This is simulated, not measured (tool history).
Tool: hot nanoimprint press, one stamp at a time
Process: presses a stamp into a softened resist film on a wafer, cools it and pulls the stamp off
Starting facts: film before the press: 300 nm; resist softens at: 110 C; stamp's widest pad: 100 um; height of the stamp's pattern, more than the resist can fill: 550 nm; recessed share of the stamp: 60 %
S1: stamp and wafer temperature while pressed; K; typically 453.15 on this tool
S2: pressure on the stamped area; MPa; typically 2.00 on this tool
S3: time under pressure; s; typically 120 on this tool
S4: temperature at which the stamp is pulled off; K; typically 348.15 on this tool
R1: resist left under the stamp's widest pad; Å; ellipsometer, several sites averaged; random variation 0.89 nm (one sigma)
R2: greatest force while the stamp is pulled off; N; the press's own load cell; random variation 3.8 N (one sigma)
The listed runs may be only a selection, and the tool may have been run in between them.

| run | hour | S1 | S2 | S3 | S4 | R1 | R2 |
|---|---|---|---|---|---|---|---|
| 1 | 0.0 | 453.15 | 2.00 | 120 | 348.15 | 1310 | 218 |
|  | 42.6 | plate thermocouple calibrated |
| 2 | 42.6 | 453.15 | 2.00 | 120 | 348.15 | 1250 | 201 |
|  | 85.0 | stamp cleaned and given a new release coat |
|  | 127.4 | press's hydraulic seals changed and the load cell set to zero |
| 3 | 127.4 | 453.15 | 2.00 | 120 | 348.15 | 1228 | 182 |
| 4 | 174.1 | 453.15 | 2.00 | 120 | 348.15 | 1240 | 189 |
| 5 | 224.0 | 453.15 | 2.00 | 120 | 348.15 | 1254 | 191 |
| 6 | 294.6 | 453.15 | 2.00 | 120 | 348.15 | 1254 | 197 |
| 7 | 354.3 | 453.15 | 3.17 | 120 | 348.15 | 1027 | 203 |
| 8 | 403.5 | 456.15 | 2.00 | 120 | 348.15 | 1074 | 209 |
| 9 | 465.5 | 456.15 | 2.00 | 98 | 335.15 | 1197 | 299 |
|  | 483.6 | stamp cleaned and given a new release coat |
|  | 508.0 | plate thermocouple calibrated |
| 10 | 528.9 | 464.15 | 2.55 | 132 | 335.15 | 570 | 244 |
| 11 | 567.3 | 453.15 | 2.00 | 120 | 338.15 | 1241 | 250 |
| 12 | 616.9 | 462.15 | 1.77 | 120 | 348.15 | 833 | 194 |

Here are 3 independent what-if runs from the current tool condition. What would each one return?
| A | 683.3 | 447.15 | 1.77 | 120 | 338.15 | ? | ? |
| B | 683.3 | 465.15 | 1.44 | 107 | 348.15 | ? | ? |
| C | 683.3 | 445.15 | 2.53 | 163 | 348.15 | ? | ? |

| run | R1 | R2 |
|---|---|---|
| A | 1785 | 260 |
| B | 830 | 199 |
| C | 1562 | 194 |
With the hidden condition removed and each run's random variation left untouched, the same runs would have given:
| run | R1 | R2 |
|---|---|---|
| A | 1732 | 240 |
| B | 803 | 183 |
| C | 1505 | 179 |
